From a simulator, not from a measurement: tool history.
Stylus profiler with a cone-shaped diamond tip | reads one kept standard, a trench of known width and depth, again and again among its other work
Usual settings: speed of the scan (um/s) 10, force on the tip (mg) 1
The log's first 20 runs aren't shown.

run	hour	speed of the scan (um/s)	force on the tip (mg)	depth of the trench (Å)	width of the trench's floor (nm)
21	1453.1	10	0.41	1005.6	48340
22	1539.1	10	0.41	1003.7	48330
23	1599.6	10	0.41	1005.1	48350
24	1691.3	3	0.82	1006.1	48400
25	1783.6	3	0.82	1006.2	48370
26	1832.7	29	0.57	1006	48170
27	1903.6	29	0.57	1005.9	48080
28	1989.8	23	0.89	1007.2	48190
29	2066.2	23	0.89	1006.3	48210
30	2164.9	4	0.72	1006.2	48330
31	2236.1	29	0.42	1006.2	47960
32	2333.8	29	0.42	1005	47960
# hour 2358.8: height scale calibrated on a step standard
33	2430.1	10	1.8	1005.8	48190

Predict each of these 3 candidate next runs independently; none follows another, all start after run 33:
A	2478.1	26	0.61	?	?
B	2478.1	6	1.8	?	?
C	2478.1	10	0.59	?	?

run	depth of the trench (Å)	width of the trench's floor (nm)
A	1003	48100
B	1006.9	48230
C	1003.2	48180
Had the tool no hidden state, the same runs would have come out as:
run	depth of the trench (Å)	width of the trench's floor (nm)
A	1002.3	48570
B	1006.2	48700
C	1002.5	48660
